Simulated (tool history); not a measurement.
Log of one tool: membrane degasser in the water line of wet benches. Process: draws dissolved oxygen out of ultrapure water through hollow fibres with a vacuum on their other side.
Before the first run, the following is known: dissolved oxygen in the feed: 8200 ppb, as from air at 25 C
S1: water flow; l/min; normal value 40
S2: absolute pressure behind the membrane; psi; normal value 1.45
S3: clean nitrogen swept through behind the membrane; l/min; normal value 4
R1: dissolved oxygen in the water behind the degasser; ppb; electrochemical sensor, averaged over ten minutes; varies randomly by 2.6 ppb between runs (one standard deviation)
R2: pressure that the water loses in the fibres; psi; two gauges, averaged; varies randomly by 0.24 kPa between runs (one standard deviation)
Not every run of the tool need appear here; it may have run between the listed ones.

{"run": 1, "hour": 0.0, "S1": 40, "S2": 1.45, "S3": 4, "R1": 263.1, "R2": 8.943}
{"run": 2, "hour": 21.6, "S1": 40, "S2": 1.45, "S3": 4, "R1": 263.8, "R2": 9.016}
{"run": 3, "hour": 61.2, "S1": 40, "S2": 1.45, "S3": 4, "R1": 265.4, "R2": 9.029}
{"run": 4, "hour": 88.6, "S1": 40, "S2": 1.45, "S3": 4, "R1": 264.4, "R2": 9.02}
{"run": 5, "hour": 133.6, "S1": 40, "S2": 1.45, "S3": 4, "R1": 264, "R2": 8.998}
{"run": 6, "hour": 154.2, "S1": 40, "S2": 1.45, "S3": 4, "R1": 267.5, "R2": 8.962}
{"run": 7, "hour": 203.0, "S1": 40, "S2": 1.45, "S3": 4, "R1": 262.4, "R2": 9.053}
{"run": 8, "hour": 223.2, "S1": 40, "S2": 1.45, "S3": 4, "R1": 263, "R2": 9.017}
{"run": 9, "hour": 248.2, "S1": 40, "S2": 1.45, "S3": 8.86, "R1": 182.5, "R2": 9.005}
{"run": 10, "hour": 277.3, "S1": 40, "S2": 1.41, "S3": 4, "R1": 263.1, "R2": 9.04}
{"run": 11, "hour": 306.7, "S1": 59, "S2": 1.45, "S3": 4, "R1": 596.3, "R2": 13.31}
{"run": 12, "hour": 331.8, "S1": 51, "S2": 0.9, "S3": 1.85, "R1": 419, "R2": 11.496}
{"run": 13, "hour": 380.6, "S1": 60, "S2": 0.9, "S3": 6.52, "R1": 448.1, "R2": 13.518}
{"run": 14, "hour": 417.4, "S1": 60, "S2": 0.9, "S3": 6.52, "R1": 455.2, "R2": 13.507}
{"run": 15, "hour": 439.6, "S1": 60, "S2": 0.9, "S3": 6.52, "R1": 454.6, "R2": 13.557}
{"run": 16, "hour": 481.4, "S1": 60, "S2": 0.9, "S3": 6.52, "R1": 469, "R2": 13.622}
{"run": 17, "hour": 528.5, "S1": 25, "S2": 3.21, "S3": 4.66, "R1": 256.1, "R2": 5.7}

Table of differences, measured result less the result of that run with no hidden state. Run-to-run variation is the same in both. Gauge scatter possibly is not:
The hidden state here: membrane still open, %; true pressure behind the membrane over the reading, kPa; air that leaks in behind the membrane, l/min; drift of the gauge itself on oxygen_ppb, %; drift of the gauge itself on loss_of_pressure_kpa, %.
run=1 R1=+8 R2=+0.032
run=2 R1=+8.2 R2=+0.033
run=3 R1=+8.5 R2=+0.036
run=4 R1=+8.7 R2=+0.039
run=5 R1=+8.8 R2=+0.042
run=6 R1=+9.1 R2=+0.044
run=7 R1=+9.2 R2=+0.048
run=8 R1=+9.3 R2=+0.049
run=9 R1=+6.1 R2=+0.052
run=10 R1=+9.9 R2=+0.054
run=11 R1=+16.4 R2=+0.084
run=12 R1=+21.4 R2=+0.074
run=13 R1=+14 R2=+0.094
run=14 R1=+14.7 R2=+0.099
run=15 R1=+14.9 R2=+0.103
run=16 R1=+15.9 R2=+0.107
run=17 R1=+6.5 R2=+0.046

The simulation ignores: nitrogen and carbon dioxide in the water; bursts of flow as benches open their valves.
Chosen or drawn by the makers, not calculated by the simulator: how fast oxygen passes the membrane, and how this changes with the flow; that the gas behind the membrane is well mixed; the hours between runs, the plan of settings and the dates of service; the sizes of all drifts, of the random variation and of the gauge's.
